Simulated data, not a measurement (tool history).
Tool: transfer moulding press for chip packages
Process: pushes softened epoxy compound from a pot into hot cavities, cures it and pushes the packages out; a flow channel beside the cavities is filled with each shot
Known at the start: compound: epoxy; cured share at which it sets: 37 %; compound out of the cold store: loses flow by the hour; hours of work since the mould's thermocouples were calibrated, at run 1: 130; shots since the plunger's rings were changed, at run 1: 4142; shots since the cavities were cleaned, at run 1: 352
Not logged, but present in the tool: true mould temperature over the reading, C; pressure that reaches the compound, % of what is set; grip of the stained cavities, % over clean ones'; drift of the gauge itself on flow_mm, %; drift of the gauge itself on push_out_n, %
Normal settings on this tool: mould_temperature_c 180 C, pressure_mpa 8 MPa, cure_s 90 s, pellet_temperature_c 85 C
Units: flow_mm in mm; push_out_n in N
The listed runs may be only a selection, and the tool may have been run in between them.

run	hour	mould_temperature_c	pressure_mpa	cure_s	pellet_temperature_c	hours of work since the mould's thermocouples were calibrated	shots since the plunger's rings were changed	shots since the cavities were cleaned	incoming compound's hours out of the cold store	flow_mm	push_out_n
1	0	180	8	90	85	130	4142	352	26.1	615	408
2	24	187	8	90	85	141	4371	581	11.4	655	373
3	41.6	187	8	90	85	149	4538	748	10.8	649	376
# hour 48.5: cavities cleaned with cleaning compound and waxed
4	57	187	8	90	85	155	4671	81	15.6	632	260
5	72.6	187	8	90	85	162	4819	229	30.5	584	303
6	89.3	180	8	90	85	170	4978	388	11.8	657	436
7	110.2	180	8	90	85	180	5177	587	38.4	571	439
8	123.7	180	8	90	85	186	5306	716	34	583	458
# hour 134.4: cavities cleaned with cleaning compound and waxed
9	142.1	180	8	82	85	193	5467	74	14.9	642	382
10	154.6	180	8	82	85	199	5587	194	40.6	557	399
11	175.8	180	8	82	85	209	5788	395	42.6	549	455
12	197.2	180	8	90	85	218	5992	599	39.7	557	436
13	210.5	180	7.85	90	85	224	6119	726	27	584	477
# hour 220.4: cavities cleaned with cleaning compound and waxed
14	230.4	180	8	90	76	233	6294	95	32.8	567	313
# hour 245: plunger's sealing rings changed
15	258	181	8.72	119	84	244	125	335	9.5	746	322
16	271.7	181	8.72	87	84	250	255	465	20.4	712	410
17	282.4	181	8.72	87	86	255	356	566	44.3	621	438
18	301.8	181	8.72	87	86	264	542	752	16.6	715	478
# hour 309.5: cavities cleaned with cleaning compound and waxed
19	318.3	181	6.55	87	86	270	684	84	12.5	639	337
20	335.3	174	6.55	87	86	278	847	247	14.2	641	595
21	358.7	174	6.13	87	76	289	1069	469	30.1	571	649
22	373.4	174	6.13	87	76	295	1209	609	46.4	528	652
# hour 394.7: cavities cleaned with cleaning compound and waxed
23	394.7	182	8.68	99	91	304	1398	0	33.3	649	259
24	419.3	175	6.11	72	95	315	1632	234	24.5	580	742
25	434.7	180	6.17	85	94	322	1779	381	34.8	540	440
26	457.7	174	6.23	98	92	333	1998	600	30.7	564	525
# hour 466.6: mould's thermocouples calibrated
27	476.3	174	6.23	98	77	4	2156	758	35.7	544	556
# hour 482.2: cavities cleaned with cleaning compound and waxed
28	492.1	174	6.23	98	80	11	2293	95	25.6	577	401

What if the next run were any one of these 3? Each begins from the tool's condition after run 28:
A	507.8	180	8.96	99	80	18	2442	244	23.7	?	?
B	507.8	185	8	90	85	18	2442	244	12.2	?	?
C	507.8	180	8	78	85	18	2442	244	21.4	?	?

run	flow_mm	push_out_n
A	682	342
B	678	325
C	654	486
Without the tool's unlogged condition, the same runs would have read:
run	flow_mm	push_out_n
A	714	261
B	709	246
C	684	369
